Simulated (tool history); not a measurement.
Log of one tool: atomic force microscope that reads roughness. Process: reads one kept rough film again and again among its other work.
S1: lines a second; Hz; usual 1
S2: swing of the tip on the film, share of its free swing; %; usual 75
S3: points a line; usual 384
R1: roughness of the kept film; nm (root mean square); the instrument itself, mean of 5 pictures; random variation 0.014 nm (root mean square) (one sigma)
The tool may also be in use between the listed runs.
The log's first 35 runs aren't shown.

run   hour    S1  S2   S3     R1
 36  292.3  0.57  71  628  3.505
 37    301  1.13  57  265  3.462
 38    307  2.16  77  419  3.349
 39  313.1   2.2  74  348  3.353
 40  321.5   2.2  74  348  3.353
 41  328.2   1.8  82  444  3.335
 42  338.6   1.8  82  444  3.331
 43  344.9   1.6  86  384  3.294
 44  353.6  0.64  59  641  3.513
 45  358.3  0.53  70  663  3.514
 46  368.1  0.73  75  716   3.46
 47  373.7  0.94  78  962  3.443
 48  379.5  0.58  69  584  3.484
     384.3  -- new tip fitted
 49  385.8  1.16  72  272  3.451
 50  394.6  3.15  75  384  3.292
 51  401.3  3.15  75  384  3.258
 52  409.8  2.75  60  384  3.414

4 ways to go on from here, each from the tool as it stands after run 52. What would each give?
  A  418.7  0.52  73  384   ?
  B  418.7  2.75  57  581   ?
  C  418.7  2.75  85  680   ?
  D  418.7  3.27  58  308   ?

run     R1
  A  3.476
  B  3.417
  C  3.205
  D  3.421
Without the tool's hidden state the same runs would have given:
run     R1
  A   3.48
  B  3.421
  C  3.208
  D  3.424
